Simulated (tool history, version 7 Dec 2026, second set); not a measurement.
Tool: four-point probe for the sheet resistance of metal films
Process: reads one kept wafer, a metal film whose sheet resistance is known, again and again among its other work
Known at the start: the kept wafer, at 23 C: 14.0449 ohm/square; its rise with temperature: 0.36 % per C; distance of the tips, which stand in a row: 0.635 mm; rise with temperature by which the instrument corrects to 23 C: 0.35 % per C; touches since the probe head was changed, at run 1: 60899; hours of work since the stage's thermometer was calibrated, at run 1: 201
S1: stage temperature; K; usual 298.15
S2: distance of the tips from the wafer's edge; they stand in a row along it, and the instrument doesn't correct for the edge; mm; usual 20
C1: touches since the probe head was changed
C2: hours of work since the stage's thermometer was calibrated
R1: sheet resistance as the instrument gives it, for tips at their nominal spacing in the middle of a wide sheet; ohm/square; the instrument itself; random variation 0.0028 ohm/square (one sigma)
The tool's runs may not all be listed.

run 1 day=0 | S1=298.15 S2=20 | C1=60899 C2=201 | R1=13.995116
run 2 day=4.025 | S1=298.15 S2=10 | C1=62954 C2=278 | R1=14.014992
run 3 day=6.592 | S1=298.15 S2=10 | C1=64266 C2=327 | R1=14.013423
run 4 day=10.433 | S1=298.15 S2=20 | C1=66229 C2=401 | R1=13.988304
run 5 day=14.079 | S1=298.15 S2=20 | C1=68093 C2=471 | R1=13.980129
run 6 day=17.988 | S1=298.15 S2=20 | C1=70088 C2=545 | R1=13.98057
run 7 day=21.875 | S1=298.15 S2=20 | C1=72074 C2=620 | R1=13.977244
run 8 day=24.033 | S1=298.15 S2=20 | C1=73178 C2=661 | R1=13.973291
run 9 day=28.588 | S1=298.15 S2=10 | C1=75503 C2=748 | R1=13.99028
run 10 day=33.179 | S1=298.15 S2=10 | C1=77850 C2=836 | R1=13.990851
run 11 day=37.029 | S1=298.15 S2=20 | C1=79817 C2=909 | R1=13.961397
run 12 day=41.783 | S1=298.15 S2=27 | C1=82246 C2=1000 | R1=13.956102
run 13 day=45.558 | S1=298.15 S2=27 | C1=84175 C2=1072 | R1=13.95768
run 14 day=49.912 | S1=298.15 S2=27 | C1=86398 C2=1156 | R1=13.956167
run 15 day=53.1 | S1=298.15 S2=27 | C1=88026 C2=1216 | R1=13.944657
run 16 day=57.271 | S1=298.15 S2=26 | C1=90158 C2=1296 | R1=13.942649
run 17 day=61.679 | S1=298.15 S2=26 | C1=92409 C2=1380 | R1=13.940282
run 18 day=64.771 | S1=306.15 S2=5 | C1=93988 C2=1440 | R1=14.067107
run 19 day=68.679 | S1=296.15 S2=24 | C1=95986 C2=1514 | R1=13.930468
run 20 day=71.488 | S1=296.15 S2=5 | C1=97420 C2=1568 | R1=14.045785
run 21 day=75.012 | S1=305.15 S2=60 | C1=99222 C2=1635 | R1=13.93189
run 22 day=77.567 | S1=305.15 S2=60 | C1=100526 C2=1684 | R1=13.9364
run 23 day=80.162 | S1=299.15 S2=13 | C1=101851 C2=1734 | R1=13.939565
run 24 day=83.008 | S1=292.15 S2=25 | C1=103307 C2=1788 | R1=13.916744
run 25 day=87.004 | S1=298.15 S2=10 | C1=105347 C2=1865 | R1=13.950622
run 26 day=90.712 | S1=302.15 S2=35 | C1=107243 C2=1936 | R1=13.917498
run 27 day=93.496 | S1=302.15 S2=35 | C1=108663 C2=1989 | R1=13.921694
-- day=95.15 new probe head fitted
run 28 day=96.275 | S1=294.15 S2=20 | C1=576 C2=2041 | R1=13.997808
-- day=97.196 stage's thermometer calibrated
run 29 day=101.354 | S1=294.15 S2=31 | C1=3159 C2=80 | R1=14.015199
run 30 day=105.129 | S1=298.15 S2=41 | C1=5089 C2=152 | R1=14.020823
run 31 day=109.612 | S1=298.15 S2=7 | C1=7378 C2=237 | R1=14.073387
run 32 day=113.704 | S1=298.15 S2=7 | C1=9469 C2=316 | R1=14.06671
run 33 day=118.783 | S1=298.15 S2=7 | C1=12063 C2=413 | R1=14.062085

4 ways to go on from here, each from the tool as it stands after run 33. What would each give?
run A day=122.071 | S1=298.15 S2=52 | C1=13744 C2=476 | R1=?
run B day=122.071 | S1=302.15 S2=50 | C1=13744 C2=476 | R1=?
run C day=122.071 | S1=303.15 S2=4 | C1=13744 C2=476 | R1=?
run D day=122.071 | S1=293.15 S2=20 | C1=13744 C2=476 | R1=?

run=A R1=14.007201
run=B R1=14.008707
run=C R1=14.195508
run=D R1=13.998911
Without the tool's hidden state the same runs would have given:
run=A R1=14.054136
run=B R1=14.055602
run=C R1=14.242971
run=D R1=14.045875

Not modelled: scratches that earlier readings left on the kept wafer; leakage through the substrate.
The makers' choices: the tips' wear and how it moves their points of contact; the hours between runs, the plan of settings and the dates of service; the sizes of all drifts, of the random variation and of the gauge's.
